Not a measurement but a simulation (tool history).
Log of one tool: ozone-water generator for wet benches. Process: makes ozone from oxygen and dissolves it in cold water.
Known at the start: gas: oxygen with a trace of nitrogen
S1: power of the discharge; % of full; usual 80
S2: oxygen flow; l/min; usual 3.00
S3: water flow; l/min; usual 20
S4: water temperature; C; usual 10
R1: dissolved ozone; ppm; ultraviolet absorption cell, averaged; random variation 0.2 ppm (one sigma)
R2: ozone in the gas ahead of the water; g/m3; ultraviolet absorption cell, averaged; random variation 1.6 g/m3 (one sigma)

run	hour	S1	S2	S3	S4	R1	R2
1	0.0	80	3.00	20	10	28.4	313.0
2	65.6	80	3.00	20	10	28.0	312.7
3	211.7	80	3.00	20	10	28.3	312.8
4	285.2	80	3.00	20	10	28.3	313.2
5	355.7	80	3.00	20	10	28.5	312.4
6	484.8	80	3.00	20	10	28.2	311.5
# hour 589.6: water thermometer calibrated
7	638.3	80	3.00	20	10	28.3	314.2
8	703.1	80	3.00	20	10	28.4	312.6
9	770.2	80	3.00	20	10	28.3	307.9
10	887.7	80	3.00	20	10	28.5	314.4
11	1033.8	80	1.86	20	10	25.1	395.5
12	1152.4	56	4.31	20	10	22.3	190.1
13	1247.7	43	2.32	20	18	14.4	205.9
14	1360.4	80	3.00	14	10	38.6	308.5
15	1435.9	65	3.60	16	7	30.5	236.9
16	1594.0	65	3.60	16	7	30.6	236.0
17	1734.4	72	3.60	12	7	41.6	258.9
18	1826.8	49	3.60	24	13	15.7	183.5
19	1976.8	65	5.12	15	7	33.6	196.3
20	2105.7	80	3.00	24	10	23.7	310.4

4 ways to go on from here, each from the tool as it stands after run 20. What would each give?
A	2176.1	80	3.00	19	9	?	?
B	2176.1	80	3.00	22	10	?	?
C	2176.1	48	3.00	20	8	?	?
D	2176.1	97	3.00	21	12	?	?

run	R1	R2
A	29.9	308.2
B	26.0	307.1
C	18.3	195.4
D	31.5	367.8
Without the tool's hidden state the same runs would have given:
run	R1	R2
A	30.0	313.6
B	26.1	312.4
C	18.3	198.7
D	31.5	374.2

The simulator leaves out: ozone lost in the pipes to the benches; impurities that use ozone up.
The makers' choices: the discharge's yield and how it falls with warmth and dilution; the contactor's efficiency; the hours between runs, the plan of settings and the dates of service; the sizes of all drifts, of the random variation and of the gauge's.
